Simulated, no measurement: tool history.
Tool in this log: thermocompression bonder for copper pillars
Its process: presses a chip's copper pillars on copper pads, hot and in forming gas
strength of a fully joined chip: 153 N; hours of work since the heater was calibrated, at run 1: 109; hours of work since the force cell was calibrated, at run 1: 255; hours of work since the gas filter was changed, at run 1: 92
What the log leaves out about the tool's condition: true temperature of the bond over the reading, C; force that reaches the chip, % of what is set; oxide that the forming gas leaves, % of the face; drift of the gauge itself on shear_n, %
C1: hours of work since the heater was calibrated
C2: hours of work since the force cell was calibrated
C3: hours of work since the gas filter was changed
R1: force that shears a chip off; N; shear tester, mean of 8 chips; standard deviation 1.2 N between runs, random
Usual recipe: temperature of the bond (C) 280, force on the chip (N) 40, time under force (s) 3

run 1 hour=0 | temperature_of_the_bond_(C)=280 force_on_the_chip_(N)=40 time_under_force_(s)=3 | C1=109 C2=255 C3=92 | R1=111.1
run 2 hour=4.8 | temperature_of_the_bond_(C)=280 force_on_the_chip_(N)=40 time_under_force_(s)=3 | C1=111 C2=257 C3=94 | R1=111.7
run 3 hour=9.1 | temperature_of_the_bond_(C)=280 force_on_the_chip_(N)=40 time_under_force_(s)=3 | C1=114 C2=260 C3=96 | R1=113.5
run 4 hour=17 | temperature_of_the_bond_(C)=280 force_on_the_chip_(N)=40 time_under_force_(s)=3 | C1=118 C2=264 C3=100 | R1=112.7
run 5 hour=25 | temperature_of_the_bond_(C)=280 force_on_the_chip_(N)=40 time_under_force_(s)=3 | C1=122 C2=268 C3=105 | R1=113.3
run 6 hour=28.8 | temperature_of_the_bond_(C)=271 force_on_the_chip_(N)=40 time_under_force_(s)=3 | C1=124 C2=270 C3=106 | R1=100.8
run 7 hour=38.2 | temperature_of_the_bond_(C)=271 force_on_the_chip_(N)=40 time_under_force_(s)=3 | C1=128 C2=274 C3=111 | R1=100.8
run 8 hour=45.1 | temperature_of_the_bond_(C)=271 force_on_the_chip_(N)=40 time_under_force_(s)=3 | C1=132 C2=278 C3=115 | R1=99.7
run 9 hour=49.7 | temperature_of_the_bond_(C)=271 force_on_the_chip_(N)=40 time_under_force_(s)=3 | C1=134 C2=280 C3=117 | R1=101.9
run 10 hour=59 | temperature_of_the_bond_(C)=271 force_on_the_chip_(N)=40 time_under_force_(s)=3 | C1=139 C2=285 C3=122 | R1=102.3
run 11 hour=63.9 | temperature_of_the_bond_(C)=289 force_on_the_chip_(N)=40 time_under_force_(s)=3 | C1=141 C2=287 C3=124 | R1=120.8
run 12 hour=71 | temperature_of_the_bond_(C)=289 force_on_the_chip_(N)=40 time_under_force_(s)=3 | C1=145 C2=291 C3=128 | R1=121.7
run 13 hour=79.9 | temperature_of_the_bond_(C)=289 force_on_the_chip_(N)=40 time_under_force_(s)=3 | C1=150 C2=296 C3=132 | R1=122.2
run 14 hour=86.7 | temperature_of_the_bond_(C)=289 force_on_the_chip_(N)=40 time_under_force_(s)=3 | C1=153 C2=299 C3=136 | R1=121
run 15 hour=94.1 | temperature_of_the_bond_(C)=289 force_on_the_chip_(N)=40 time_under_force_(s)=3 | C1=157 C2=303 C3=140 | R1=119.7
run 16 hour=100.2 | temperature_of_the_bond_(C)=297 force_on_the_chip_(N)=40 time_under_force_(s)=3 | C1=160 C2=306 C3=143 | R1=126.8
run 17 hour=105.1 | temperature_of_the_bond_(C)=297 force_on_the_chip_(N)=40 time_under_force_(s)=3 | C1=162 C2=308 C3=145 | R1=131.9
run 18 hour=113 | temperature_of_the_bond_(C)=278 force_on_the_chip_(N)=40 time_under_force_(s)=2 | C1=166 C2=312 C3=149 | R1=97.4
run 19 hour=119.1 | temperature_of_the_bond_(C)=280 force_on_the_chip_(N)=40 time_under_force_(s)=7 | C1=170 C2=316 C3=152 | R1=131
run 20 hour=124.1 | temperature_of_the_bond_(C)=280 force_on_the_chip_(N)=40 time_under_force_(s)=7 | C1=172 C2=318 C3=155 | R1=132.7
run 21 hour=129.1 | temperature_of_the_bond_(C)=266 force_on_the_chip_(N)=59 time_under_force_(s)=6 | C1=175 C2=321 C3=157 | R1=137.3
run 22 hour=137.3 | temperature_of_the_bond_(C)=280 force_on_the_chip_(N)=31 time_under_force_(s)=7 | C1=179 C2=325 C3=162 | R1=116.5
run 23 hour=142.3 | temperature_of_the_bond_(C)=280 force_on_the_chip_(N)=40 time_under_force_(s)=2 | C1=181 C2=327 C3=164 | R1=100.5
run 24 hour=147.5 | temperature_of_the_bond_(C)=280 force_on_the_chip_(N)=40 time_under_force_(s)=2 | C1=184 C2=330 C3=167 | R1=101.3
run 25 hour=153.7 | temperature_of_the_bond_(C)=280 force_on_the_chip_(N)=26 time_under_force_(s)=3 | C1=187 C2=333 C3=170 | R1=80.5
run 26 hour=162.9 | temperature_of_the_bond_(C)=280 force_on_the_chip_(N)=26 time_under_force_(s)=3 | C1=192 C2=338 C3=175 | R1=79.5
run 27 hour=171.2 | temperature_of_the_bond_(C)=280 force_on_the_chip_(N)=27 time_under_force_(s)=3 | C1=196 C2=342 C3=179 | R1=83.6
run 28 hour=178.8 | temperature_of_the_bond_(C)=284 force_on_the_chip_(N)=27 time_under_force_(s)=3 | C1=200 C2=346 C3=183 | R1=88.1
run 29 hour=184.4 | temperature_of_the_bond_(C)=284 force_on_the_chip_(N)=58 time_under_force_(s)=3 | C1=203 C2=349 C3=186 | R1=135.8
run 30 hour=192.5 | temperature_of_the_bond_(C)=279 force_on_the_chip_(N)=58 time_under_force_(s)=3 | C1=207 C2=353 C3=190 | R1=133.6
run 31 hour=200.3 | temperature_of_the_bond_(C)=279 force_on_the_chip_(N)=58 time_under_force_(s)=3 | C1=211 C2=357 C3=194 | R1=132.7
run 32 hour=204.8 | temperature_of_the_bond_(C)=257 force_on_the_chip_(N)=46 time_under_force_(s)=3 | C1=213 C2=359 C3=196 | R1=96.5
run 33 hour=213.3 | temperature_of_the_bond_(C)=281 force_on_the_chip_(N)=37 time_under_force_(s)=2 | C1=217 C2=363 C3=200 | R1=95.1
run 34 hour=217.8 | temperature_of_the_bond_(C)=281 force_on_the_chip_(N)=37 time_under_force_(s)=2 | C1=220 C2=366 C3=203 | R1=96.6

What if the next run were any one of these 3? Each begins from the tool's condition after run 34:
run A hour=222 | temperature_of_the_bond_(C)=303 force_on_the_chip_(N)=26 time_under_force_(s)=5 | C1=222 C2=368 C3=205 | R1=?
run B hour=222 | temperature_of_the_bond_(C)=280 force_on_the_chip_(N)=40 time_under_force_(s)=7 | C1=222 C2=368 C3=205 | R1=?
run C hour=222 | temperature_of_the_bond_(C)=267 force_on_the_chip_(N)=52 time_under_force_(s)=6 | C1=222 C2=368 C3=205 | R1=?

run=A R1=118.7
run=B R1=132.6
run=C R1=130.5
With no hidden state in the tool, these same runs would have given:
run=A R1=118.6
run=B R1=132.6
run=C R1=130.5
